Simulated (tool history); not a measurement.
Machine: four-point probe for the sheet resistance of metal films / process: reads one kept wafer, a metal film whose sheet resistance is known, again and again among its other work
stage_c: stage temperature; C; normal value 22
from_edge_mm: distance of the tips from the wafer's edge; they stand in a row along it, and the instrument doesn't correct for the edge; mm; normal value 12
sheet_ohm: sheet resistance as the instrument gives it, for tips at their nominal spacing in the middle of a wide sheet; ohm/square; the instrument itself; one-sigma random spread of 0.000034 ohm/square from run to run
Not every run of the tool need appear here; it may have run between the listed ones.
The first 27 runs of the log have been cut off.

run    hour  stage_c  from_edge_mm  touches since the probe head was changed  hours of work since the stage's thermometer was calibrated  sheet_ohm
 28  1390.5       31            59                                     21782                                                         109   0.171723
 29  1434.2       22            35                                     22208                                                         129   0.171819
     1476.2  -- stage's thermometer calibrated, once more
 30    1478       22            35                                     22630                                                           1   0.172452
 31    1514       19            13                                     22981                                                          16   0.172885
 32  1573.1       26            12                                     23557                                                          42   0.172953
 33  1618.8       23            10                                     24002                                                          62   0.173312
 34  1656.1       18             4                                     24365                                                          78   0.177978
 35  1692.3       28             4                                     24718                                                          94   0.177928
 36  1744.7       24             5                                     25228                                                         117   0.175997
 37  1796.9       24             4                                     25737                                                         140   0.178022
 38    1849       24             4                                     26245                                                         162   0.177938
 39  1882.1       22             9                                     26567                                                         177   0.173554
 40  1926.3       26            26                                     26998                                                         196   0.172478
 41  1991.7       26             4                                     27635                                                         225   0.177863
 42  2050.6       26             4                                     28209                                                         250   0.177966
 43  2097.9       25             8                                     28670                                                         271   0.173821
 44  2149.4       25             8                                     29171                                                         293   0.173767

Forecast each of these 5 alternatives for the next run:
  A  2183.4       23            37                                     29503                                                         308          ?
  B  2183.4       28            12                                     29503                                                         308          ?
  C  2183.4       26            19                                     29503                                                         308          ?
  D  2183.4       22             4                                     29503                                                         308          ?
  E  2183.4       30             6                                     29503                                                         308          ?

run  sheet_ohm
  A   0.172455
  B   0.172969
  C   0.172619
  D   0.177992
  E   0.174794
Take away the tool's hidden state, keep each run's random variation, and the runs would have read:
run  sheet_ohm
  A    0.17179
  B   0.172302
  C   0.171953
  D   0.177307
  E   0.174119
